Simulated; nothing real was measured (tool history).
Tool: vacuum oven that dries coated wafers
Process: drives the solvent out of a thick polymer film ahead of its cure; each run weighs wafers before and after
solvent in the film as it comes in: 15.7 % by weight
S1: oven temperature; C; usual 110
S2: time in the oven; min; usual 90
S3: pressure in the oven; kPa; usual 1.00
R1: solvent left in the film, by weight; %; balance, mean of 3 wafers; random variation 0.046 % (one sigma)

run,hour,S1,S2,S3,R1
1,0.0,110,90,1.00,1.24
2,12.3,110,90,1.00,1.26
3,26.4,110,90,1.00,1.29
4,33.9,110,90,1.00,1.28
5,49.2,110,90,1.00,1.27
6,59.4,110,90,1.61,1.65
7,70.6,110,90,1.61,1.66
8,84.6,110,90,1.61,1.63
9,92.2,110,61,1.00,2.34
10,100.1,110,90,2.41,1.99
11,109.6,110,90,2.41,2.06
12,121.3,110,90,2.41,2.08
13,133.7,110,90,2.41,2.07
14,144.0,110,90,2.41,2.06
15,159.4,110,90,1.00,1.27
16,173.0,110,90,1.00,1.27
17,183.2,110,90,1.57,1.57
18,194.2,110,94,1.57,1.55
19,201.6,109,94,1.57,1.62
20,217.0,110,126,1.00,0.79
21,230.2,110,126,1.00,0.83
22,241.3,110,126,1.00,0.81
23,251.8,109,95,1.04,1.29
24,265.8,109,95,1.04,1.23
25,279.1,111,90,3.30,2.41
26,290.4,111,90,3.30,2.48
27,300.3,121,90,1.69,0.82
28,306.8,104,58,1.69,4.03
29,320.4,117,77,1.69,1.20
30,335.9,103,73,0.86,2.81
31,348.5,103,53,1.00,4.08
32,356.5,111,53,0.65,2.43
33,370.9,116,46,1.51,2.53
34,385.5,116,46,1.51,2.67
35,398.6,117,103,1.38,0.80
36,412.3,106,103,1.38,1.64
37,425.3,110,90,0.59,1.01
38,439.0,102,58,0.59,3.75
39,445.4,102,58,0.59,3.74
40,457.2,124,58,0.55,0.77
41,472.2,124,58,0.55,0.67
42,487.4,117,158,1.00,0.52
43,497.6,117,113,0.59,0.36
44,513.2,117,113,0.59,0.40

4 ways to go on from here, each from the tool as it stands after run 44. What would each give?
A,524.8,110,120,1.02,?
B,524.8,96,119,0.87,?
C,524.8,99,66,0.75,?
D,524.8,117,147,0.59,?

run,R1
A,0.89
B,2.33
C,3.94
D,0.33
Without the tool's hidden state the same runs would have given:
run,R1
A,0.88
B,2.32
C,3.93
D,0.33

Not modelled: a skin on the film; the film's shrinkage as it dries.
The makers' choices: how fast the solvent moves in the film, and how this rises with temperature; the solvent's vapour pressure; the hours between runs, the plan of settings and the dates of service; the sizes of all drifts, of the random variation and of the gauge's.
